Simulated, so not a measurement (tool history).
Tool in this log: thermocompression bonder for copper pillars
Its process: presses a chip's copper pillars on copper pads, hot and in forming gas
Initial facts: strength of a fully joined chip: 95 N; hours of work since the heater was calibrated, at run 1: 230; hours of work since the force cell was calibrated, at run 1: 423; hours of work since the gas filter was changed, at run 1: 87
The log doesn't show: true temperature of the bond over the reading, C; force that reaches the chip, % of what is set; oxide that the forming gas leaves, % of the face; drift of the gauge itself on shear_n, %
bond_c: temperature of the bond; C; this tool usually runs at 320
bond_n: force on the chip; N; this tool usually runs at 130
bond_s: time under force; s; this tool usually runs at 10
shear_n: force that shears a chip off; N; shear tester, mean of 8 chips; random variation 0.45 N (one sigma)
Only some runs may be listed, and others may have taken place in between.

run	hour	bond_c	bond_n	bond_s	hours of work since the heater was calibrated	hours of work since the force cell was calibrated	hours of work since the gas filter was changed	shear_n
1	0	320	130	10	230	423	87	61.9
2	11.9	320	130	12	239	432	96	64
# hour 20.2: forming gas filter changed
3	33.9	320	130	12	255	448	10	64.3
4	53.7	320	108	10	270	463	25	52
5	74.5	320	130	10	285	478	40	61.9
6	96.1	320	108	10	301	494	56	51.7
7	119.3	320	130	29	318	511	73	78.8
8	134.6	320	182	29	330	523	85	89.4
9	153.8	320	182	29	344	537	99	89.2
# hour 159.3: forming gas filter changed
10	165	320	182	29	352	545	4	88.6
11	175.4	320	182	8	359	552	12	73.9
12	187.8	320	182	8	369	562	21	73.9
13	210.5	320	130	10	385	578	38	61.4
14	235.5	320	130	10	404	597	56	61.7
15	259.9	320	130	10	422	615	75	61.5
16	280.5	320	130	10	437	630	90	61.3
# hour 297.1: forming gas filter changed
17	300.1	320	130	10	451	644	2	60.9
18	312.1	320	130	10	460	653	11	60.6
19	327.4	320	130	10	472	665	23	61.3
20	349.6	320	130	10	488	681	39	61.2
21	374.4	320	188	20	507	700	57	86.8
22	384.8	320	188	20	514	707	65	87.3
23	397.1	298	130	9	523	716	74	50.6
24	421.9	295	130	7	542	735	93	45.1
25	432.6	319	130	25	550	743	100	77.2
# hour 434.7: forming gas filter changed
26	451.3	319	130	25	563	756	12	76.9
27	465.9	329	184	6	574	767	23	73.6
28	487.4	307	141	6	590	783	39	51
29	511.7	307	141	6	608	801	57	51.3
30	527.2	307	133	24	619	812	69	72.3
31	538	304	82	10	627	820	77	33.5
32	551.1	304	126	10	637	830	86	53.5
# hour 572.3: forming gas filter changed
33	572.3	304	126	10	653	846	0	53.6
34	586.4	333	101	9	663	856	10	53
35	606.1	333	101	9	678	871	25	52.1
36	623.5	318	97	8	690	883	38	42.9
37	634.9	305	107	27	699	892	46	63.1
38	658.9	305	107	27	717	910	64	62.7
39	671.7	305	81	27	726	919	74	48.5

Entry by entry between the runs, the difference in hidden state between the last listed run before and the first listed run after:
From run 2 to run 3: forming gas filter changed (hour 20.2)
  oxide that the forming gas leaves, % of the face: 0.56 -> 0.51
From run 9 to run 10: forming gas filter changed (hour 159.3)
  oxide that the forming gas leaves, % of the face: 0.57 -> 0.5
From run 16 to run 17: forming gas filter changed (hour 297.1)
  oxide that the forming gas leaves, % of the face: 0.56 -> 0.5
From run 25 to run 26: forming gas filter changed (hour 434.7)
  oxide that the forming gas leaves, % of the face: 0.57 -> 0.51
From run 32 to run 33: forming gas filter changed (hour 572.3)
  true temperature of the bond over the reading, C: 0.2 -> 0.3; oxide that the forming gas leaves, % of the face: 0.57 -> 0.51
